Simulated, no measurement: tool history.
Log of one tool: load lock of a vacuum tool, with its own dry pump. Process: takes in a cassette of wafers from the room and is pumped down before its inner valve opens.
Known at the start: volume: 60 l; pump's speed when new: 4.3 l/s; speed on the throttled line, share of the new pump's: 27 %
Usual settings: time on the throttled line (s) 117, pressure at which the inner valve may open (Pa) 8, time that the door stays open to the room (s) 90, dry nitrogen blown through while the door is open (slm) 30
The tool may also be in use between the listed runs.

run	hour	time on the throttled line (s)	pressure at which the inner valve may open (Pa)	time that the door stays open to the room (s)	dry nitrogen blown through while the door is open (slm)	incoming humidity of the room's air, %	time from the closed door until the inner valve may open (s)	rise of the pressure with all valves shut (Pa/min)
1	0	117	8	90	30	43.2	227.6	0.032
2	205.6	117	8	90	30	45.4	228.1	0.046
3	433.1	107	8	90	30	46.7	220.5	0.058
4	652.4	107	8	90	30	45.3	221.7	0.07
5	829.3	107	8	90	30	41.7	220.3	0.075
6	965.7	107	8	90	30	44.2	221.5	0.087
7	1131	117	8	90	30	44.3	228.9	0.1
8	1289.2	117	8	90	30	44.3	228.8	0.109
9	1499.8	117	8	145	30	42.6	229.8	0.13
10	1656.2	117	8	145	30	45.2	230	0.141
11	1765.3	117	8	90	30	43.4	229.3	0.148
12	1981	117	8	90	30	46.5	229.7	0.156
13	2150	117	8	90	30	45.2	229.7	0.18
14	2252.7	117	8	90	30	48	230.7	0.187
15	2477.1	104	8	90	30	44.7	222.1	0.214
16	2677.9	104	8	90	30	47.5	220.7	0.244
17	2855	104	8	90	30	49.1	222.9	0.259
18	2971.9	117	8	90	30	44.6	230.5	0.269
19	3092.4	117	8	90	30	45.1	231.8	0.281
20	3217	117	8	90	30	41.5	232.7	0.297
21	3438.3	117	8	90	16	45.6	232.7	0.331
22	3654.5	194	9	30	16	43.8	285	0.366
23	3843.4	82	10	83	6	43.2	205.2	0.4
24	4056.3	154	7	62	30	44.6	260.5	0.412
25	4231.5	154	7	62	30	43.9	260.9	0.438
26	4401	94	8	90	7	43	216.8	0.477
27	4563.3	94	8	90	7	45	218.3	0.514
28	4751.3	94	9	90	7	44.7	216.4	0.54
29	4878.3	117	14	30	30	40.9	225.2	0.531
30	5055	117	14	30	30	42.9	224.6	0.561
31	5162.8	101	15	213	30	47.8	212.6	0.598
32	5322.9	68	8	213	30	44	202.1	0.609
33	5473.8	117	16	50	30	47.9	209.7	0.63
34	5642.9	198	12	37	5	46.6	273.5	0.034
35	5784.5	187	10	90	30	43.6	269.2	0.024
36	5901.8	187	10	90	30	44.5	267.6	0.028

Not shown: 2 entries that the log had between the listed runs. Between which runs, and how does the tool's hidden state differ before and after?
Between runs 32 and 33: dry pump taken out, an overhauled one fitted (hour 5346.1)
  pump's speed, % of a new pump's: 87.4 -> 100.1; leak at the door's seal, Pa l/s: 0.5944 -> 0.6202
  measured less the result without the state, time from the closed door until the inner valve may open (s): +17.5 -> -0.1; rise of the pressure with all valves shut (Pa/min): +0.586 -> +0.616
Between runs 33 and 34: door's seal changed, seat wiped (hour 5641.3)
  pump's speed, % of a new pump's: 100.1 -> 99.9; leak at the door's seal, Pa l/s: 0.6202 -> 0.0032
  measured less the result without the state, time from the closed door until the inner valve may open (s): -0.1 -> +0.1; rise of the pressure with all valves shut (Pa/min): +0.616 -> +0.001

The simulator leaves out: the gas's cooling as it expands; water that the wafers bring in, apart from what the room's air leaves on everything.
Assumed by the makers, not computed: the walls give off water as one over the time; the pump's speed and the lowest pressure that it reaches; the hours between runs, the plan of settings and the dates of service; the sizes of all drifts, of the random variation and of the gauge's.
